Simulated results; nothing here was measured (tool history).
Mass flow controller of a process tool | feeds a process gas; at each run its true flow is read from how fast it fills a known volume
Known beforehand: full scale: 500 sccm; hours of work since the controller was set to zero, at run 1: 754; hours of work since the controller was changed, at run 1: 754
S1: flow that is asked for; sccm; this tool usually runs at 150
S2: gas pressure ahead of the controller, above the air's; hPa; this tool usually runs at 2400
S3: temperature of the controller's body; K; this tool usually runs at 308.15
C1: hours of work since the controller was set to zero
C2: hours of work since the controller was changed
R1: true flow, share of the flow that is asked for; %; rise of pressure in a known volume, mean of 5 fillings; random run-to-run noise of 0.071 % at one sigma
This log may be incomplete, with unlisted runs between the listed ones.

run,hour,S1,S2,S3,C1,C2,R1
1,0,150,2400,308.15,754,754,99.41
2,47,150,2670,308.15,782,782,99.65
3,84.5,150,2400,308.15,805,805,99.45
4,123.2,150,2400,308.15,828,828,99.54
5,166,150,2400,308.15,854,854,99.51
6,224.8,150,2400,308.15,890,890,99.37
7,301.1,150,2400,308.15,936,936,99.4
8,381.7,150,2400,308.15,984,984,99.51
9,436,150,2400,308.15,1017,1017,99.62
10,484.8,226,2400,308.15,1046,1046,99.78
11,563.8,95,2400,308.15,1094,1094,99.17
12,601.4,95,2400,308.15,1117,1117,99.12
13,638.9,95,2110,308.15,1139,1139,98.94
14,726.7,95,2110,308.15,1192,1192,98.94
15,771.6,95,2110,308.15,1219,1219,98.97
16,842.5,95,2110,308.15,1262,1262,99.03
17,916.4,53,2710,313.15,1307,1307,99.59
18,991.6,53,2710,313.15,1352,1352,99.69
19,1055.5,81,2690,313.15,1391,1391,99.9
20,1119,457,1500,306.15,1429,1429,99.95
21,1166.6,457,1500,306.15,1458,1458,100.01
22,1238.7,107,1500,303.15,1501,1501,98.15
23,1281.7,107,1500,303.15,1527,1527,98.25
24,1319.2,50,2610,303.15,1550,1550,98.89
25,1370.9,55,2450,293.15,1581,1581,98.05
26,1448.1,55,1500,296.15,1627,1627,97.39
27,1538.3,99,1790,296.15,1682,1682,97.94
28,1611.5,150,2400,305.15,1726,1726,99.26
29,1648.6,71,1430,302.15,1748,1748,98.05

What if the next run were any one of these 4? Each begins from the tool's condition after run 29:
A,1695.9,71,1430,296.15,1777,1777,?
B,1695.9,274,2400,310.15,1777,1777,?
C,1695.9,106,1420,307.15,1777,1777,?
D,1695.9,147,2150,297.15,1777,1777,?

run,R1
A,97.47
B,100.14
C,98.52
D,98.5
Without the tool's unlogged condition, the same runs would have read:
run,R1
A,97.46
B,100.14
C,98.51
D,98.49
